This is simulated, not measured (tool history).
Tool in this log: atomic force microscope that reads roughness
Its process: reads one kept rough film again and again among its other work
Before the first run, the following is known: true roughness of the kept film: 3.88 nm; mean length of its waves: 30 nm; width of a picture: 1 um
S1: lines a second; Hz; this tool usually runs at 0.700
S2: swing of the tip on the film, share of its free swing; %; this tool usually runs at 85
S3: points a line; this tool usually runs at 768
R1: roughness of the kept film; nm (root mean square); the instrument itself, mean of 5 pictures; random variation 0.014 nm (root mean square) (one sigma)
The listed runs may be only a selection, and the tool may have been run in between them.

run	hour	S1	S2	S3	R1
1	0.0	0.700	85	768	3.263
2	10.0	0.700	85	768	3.243
3	18.6	0.596	85	768	3.206
4	29.6	0.596	85	768	3.176
5	35.6	0.596	85	768	3.148
6	41.2	0.596	85	768	3.106
7	52.3	1.721	85	768	2.844
8	60.1	1.721	85	768	2.814
9	67.1	1.721	85	768	2.777
10	76.3	0.700	83	768	3.000
11	81.4	0.700	83	768	2.983
12	91.4	0.700	69	768	2.998
13	97.3	0.700	85	768	2.875
14	106.4	0.700	85	768	2.873

Estimate the outcome of run 15 from the log above:
15	117.7	0.700	85	358	?

{"run 15": {"R1": 2.775}}
Were there no unlogged condition in the tool, this run, its random variation unchanged, would have produced R1 3.333 nm (root mean square).
